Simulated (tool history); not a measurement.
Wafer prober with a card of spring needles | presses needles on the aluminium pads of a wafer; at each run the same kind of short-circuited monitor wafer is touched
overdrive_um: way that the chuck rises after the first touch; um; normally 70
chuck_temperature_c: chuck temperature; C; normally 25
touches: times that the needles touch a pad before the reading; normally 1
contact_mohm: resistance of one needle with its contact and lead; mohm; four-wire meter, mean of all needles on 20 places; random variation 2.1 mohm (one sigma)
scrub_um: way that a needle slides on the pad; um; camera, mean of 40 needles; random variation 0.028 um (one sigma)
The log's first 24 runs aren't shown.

run,hour,overdrive_um,chuck_temperature_c,touches,contact_mohm,scrub_um
# hour 289.8: tips cleaned on abrasive film
25,292.8,53,25,1,285,12.52
# hour 308.9: tips cleaned on abrasive film
26,308.9,53,68,1,264,12.49
27,317,61,52,1,300,14.42
# hour 328.1: tips cleaned on abrasive film
28,328.1,72,26,3,233,17.04
29,339.3,72,26,3,251,16.98
# hour 347.1: tips cleaned on abrasive film
30,352.2,72,26,3,245,16.97
# hour 364.4: height of the first contact set anew
# hour 366.3: tips cleaned on abrasive film
31,366.3,72,26,3,228,17.19
32,383.5,65,25,1,302,15.52
# hour 386.4: tips cleaned on abrasive film
33,391.9,70,92,1,282,16.71

Forecast each of these 3 alternatives for the next run:
# hour 405.8: tips cleaned on abrasive film
A,406.7,70,92,2,?,?
# hour 405.8: tips cleaned on abrasive film
B,406.7,70,25,2,?,?
# hour 405.8: tips cleaned on abrasive film
C,406.7,72,72,3,?,?

run,contact_mohm,scrub_um
A,256,16.66
B,237,16.66
C,247,17.11
Had the tool no hidden state, the same runs would have come out as:
run,contact_mohm,scrub_um
A,247,16.73
B,228,16.74
C,241,17.18

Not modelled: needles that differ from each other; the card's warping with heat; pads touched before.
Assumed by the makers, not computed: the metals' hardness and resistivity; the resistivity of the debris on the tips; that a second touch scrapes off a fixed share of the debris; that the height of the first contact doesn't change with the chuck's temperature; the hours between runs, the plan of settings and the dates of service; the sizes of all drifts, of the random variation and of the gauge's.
